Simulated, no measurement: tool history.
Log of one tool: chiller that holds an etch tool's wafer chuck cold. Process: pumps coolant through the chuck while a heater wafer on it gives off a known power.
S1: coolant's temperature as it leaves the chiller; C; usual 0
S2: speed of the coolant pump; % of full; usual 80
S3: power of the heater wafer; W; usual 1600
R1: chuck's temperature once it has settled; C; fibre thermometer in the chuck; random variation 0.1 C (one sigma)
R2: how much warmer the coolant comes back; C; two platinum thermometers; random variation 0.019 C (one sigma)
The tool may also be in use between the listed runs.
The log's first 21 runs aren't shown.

Run 22, day 37.342: usual settings but S2 92 % of full, S3 1150 W. Result: R1 7.4 C, R2 2.12 C.
Run 23, day 38.421: usual settings but S2 68 % of full, S3 1150 W. Result: R1 8.8 C, R2 2.95 C.
Run 24, day 40.825: usual settings but S3 1849 W. Result: R1 13.0 C, R2 4.09 C.
Run 25, day 42.604: usual settings but S3 2083 W. Result: R1 14.5 C, R2 4.62 C.
Run 26, day 44.467: usual settings but S3 997 W. Result: R1 7.0 C, R2 2.05 C.
Run 27, day 46.400: usual settings but S2 88 % of full, S3 1491 W. Result: R1 9.9 C, R2 2.86 C.
Run 28, day 47.779: usual settings but S2 85 % of full, S3 2252 W. Result: R1 15.4 C, R2 4.66 C.
Run 29, day 49.175: usual settings but S2 85 % of full, S3 2252 W. Result: R1 15.3 C, R2 4.64 C.
Run 30, day 51.375: usual settings but S2 96 % of full, S3 1255 W. Result: R1 8.0 C, R2 2.16 C.
Run 31, day 53.904: usual settings but S2 96 % of full, S3 1255 W. Result: R1 8.1 C, R2 2.11 C.
Run 32, day 56.300: usual settings but S2 96 % of full, S3 1255 W. Result: R1 8.1 C, R2 2.11 C.

4 ways to go on from here, each from the tool as it stands after run 32. What would each give?
Run A, day 57.396: usual settings but S1 7 C. Result: R1 ?, R2 ?.
Run B, day 57.396: usual settings but S2 98 % of full, S3 1126 W. Result: R1 ?, R2 ?.
Run C, day 57.396: usual settings but S1 -8 C, S2 62 % of full, S3 1199 W. Result: R1 ?, R2 ?.
Run D, day 57.396: usual settings but S2 97 % of full. Result: R1 ?, R2 ?.

run    R1    R2
  A  18.3  3.41
  B   7.1  1.82
  C   1.6  3.28
  D  10.3  2.70
Without the tool's hidden state the same runs would have given:
run    R1    R2
  A  18.3  3.75
  B   7.1  2.15
  C   1.6  3.61
  D  10.3  3.04
